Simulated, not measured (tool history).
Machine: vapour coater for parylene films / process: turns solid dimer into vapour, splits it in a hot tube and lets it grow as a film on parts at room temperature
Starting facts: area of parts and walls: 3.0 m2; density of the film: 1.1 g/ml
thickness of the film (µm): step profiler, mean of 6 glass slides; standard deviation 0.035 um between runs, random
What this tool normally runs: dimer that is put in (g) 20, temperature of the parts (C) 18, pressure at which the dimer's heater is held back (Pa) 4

run	day	dimer that is put in (g)	temperature of the parts (C)	pressure at which the dimer's heater is held back (Pa)	thickness of the film (µm)
1	0	20	18	4	3.65
2	0.725	20	18	5.04	3.52
3	1.112	20	18	5.04	3.49
4	1.604	20	18	5.04	3.48
5	2.362	24	18	5.04	4.1
6	2.858	24	18	5.04	4.18
7	3.371	24	18	5.04	4.13
8	3.9	20	18	4	3.65
9	4.367	20	18	4	3.65
10	4.85	20	18	4	3.69
11	5.188	20	24	4	3.03
12	5.567	20	24	4	3.05
13	6.067	20	24	4	2.99
14	6.433	20	24	4	3.04
15	7.212	20	24	4	3.05
16	7.692	20	24	4	3.05
17	8.438	20	18	4	3.63
18	8.883	20	18	4.56	3.53
19	9.275	31	18	4	5.75
20	10.067	20	14	4	4.19
21	10.771	20	14	4	4.11
22	11.579	20	14	4	4.16
23	11.988	20	20	4	3.4
24	12.729	20	18	4.8	3.5
25	13.538	20	18	4.8	3.45
26	14.104	20	27	4	2.75
27	14.488	20	13	4	4.32
28	14.825	20	28	3.56	2.72
29	15.283	20	28	6.91	2.42
30	15.917	20	28	6.91	2.37
31	16.346	20	11	7.16	4
32	16.704	13	11	3.88	2.95
33	17.367	13	15	2.28	2.94
34	18.062	10	22	10.47	1.31
35	18.554	10	20	4.09	1.69
36	19.35	10	20	4.09	1.72
37	20.146	32	21	4.74	5.2
38	20.521	32	24	4.74	4.74
39	20.921	17	24	5.41	2.37
40	21.408	17	17	4	3.22
41	21.888	17	17	4	3.17
42	22.217	25	18	4	4.56
43	22.829	25	18	4	4.55
44	23.346	25	18	4.82	4.37
45	23.688	10	18	2.16	2.13
46	24.3	20	18	4	3.57
47	25.067	20	27	10.85	2.24
48	25.704	20	27	10.85	2.27

What if the next run were any one of these 3? Each begins from the tool's condition after run 48:
A	26.125	20	22	8.78	?
B	26.125	22	27	7.88	?
C	26.125	29	18	4	?

run	thickness of the film (µm)
A	2.7
B	2.61
C	5.29
What these runs would have given with no unlogged condition in the tool:
run	thickness of the film (µm)
A	2.71
B	2.62
C	5.31
